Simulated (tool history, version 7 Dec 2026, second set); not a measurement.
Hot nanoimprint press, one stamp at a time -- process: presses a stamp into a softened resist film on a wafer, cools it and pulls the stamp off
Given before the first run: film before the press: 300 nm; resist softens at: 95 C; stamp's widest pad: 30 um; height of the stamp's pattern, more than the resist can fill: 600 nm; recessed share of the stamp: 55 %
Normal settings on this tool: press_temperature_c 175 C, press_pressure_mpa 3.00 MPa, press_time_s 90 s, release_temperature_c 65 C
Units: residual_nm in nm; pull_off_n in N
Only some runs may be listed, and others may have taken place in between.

run	day	press_temperature_c	press_pressure_mpa	press_time_s	release_temperature_c	residual_nm	pull_off_n
1	0.000	175	3.00	90	65	135.1	165.1
2	0.400	175	2.41	90	65	147.8	164.6
3	0.808	175	2.41	90	65	147.4	164.6
4	1.188	175	2.41	90	65	147.3	165.4
5	1.583	175	2.41	90	65	146.9	166.2
6	1.867	175	2.41	90	65	147.4	166.2
7	2.254	175	1.99	90	65	158.6	167.3
8	2.488	175	1.99	90	65	158.5	166.1
9	2.854	175	3.00	90	65	134.3	168.6
10	3.075	175	3.00	90	65	134.7	167.7
11	3.238	175	3.00	90	65	134.4	168.2
12	3.496	175	3.00	176	65	101.9	167.8
13	3.846	175	3.00	176	59	101.9	190.4
14	4.225	175	3.00	90	65	135.1	168.6
15	4.408	175	3.00	90	65	134.6	168.4
16	4.625	175	3.00	90	65	134.5	169.8
17	5.017	175	4.10	111	65	108.6	169.9
18	5.404	184	4.10	99	65	74.8	170.4
19	5.796	184	4.10	99	65	74.7	171.0
20	6.129	184	3.00	102	57	84.9	201.1
21	6.358	182	4.71	70	53	89.9	218.5
# day 6.854: stamp cleaned and given a new release coat
22	6.979	182	4.71	70	53	90.5	207.3
23	7.175	175	3.00	67	65	150.3	164.7
24	7.571	175	3.00	67	65	149.8	164.4
25	7.946	163	3.00	90	60	213.4	182.3
26	8.333	163	3.00	90	60	214.3	183.9

Run 27 is up next; what results do you expect?
27	8.529	182	3.00	49	65	?	?

{"run 27": {"residual_nm": 128.0, "pull_off_n": 165.2}}
Had the tool carried no hidden state, the very same run would have given residual_nm 130.9 nm, pull_off_n 165.9 N.
